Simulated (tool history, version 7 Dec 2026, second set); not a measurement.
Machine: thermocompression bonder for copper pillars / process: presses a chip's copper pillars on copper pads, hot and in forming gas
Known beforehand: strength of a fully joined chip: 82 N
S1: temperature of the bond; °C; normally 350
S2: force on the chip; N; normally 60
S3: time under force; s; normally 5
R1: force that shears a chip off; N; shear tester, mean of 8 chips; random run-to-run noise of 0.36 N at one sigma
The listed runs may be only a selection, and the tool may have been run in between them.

run,hour,S1,S2,S3,R1
1,0,350,60,5,38.6
2,17.7,350,60,5,38.3
3,30,350,60,5,38.7
4,41.5,350,79,5,48.2
5,51.2,350,79,5,48.9
6,62.1,350,79,5,48.2
7,70.6,350,79,5,48.3
8,79.8,350,79,8,55.6
9,89.7,350,88,5,53.1
10,108.6,350,53,5,34.1
# hour 116.8: forming gas filter changed
11,128.4,350,53,5,34.1
12,141.4,350,60,6,41.6
13,158.1,351,49,12,44.3
14,172,373,37,9,35.1
15,186.9,336,88,9,57.6
16,197.2,321,39,10,25.7
17,212.2,352,83,10,61.7
18,232.4,345,83,3,42.3
19,245.8,338,83,3,40.5
20,259.4,367,49,6,37.6
21,278.3,325,54,7,31.9
22,289.7,325,54,7,32.2
23,309.3,325,54,7,32.5

Forecast each of these 3 alternatives for the next run:
A,318.4,350,66,5,?
B,318.4,376,60,8,?
C,318.4,325,52,7,?

run,R1
A,41
B,51.3
C,31
Stripped of hidden state, with their random variation kept, the same runs would have yielded:
run,R1
A,46
B,56.6
C,35.4
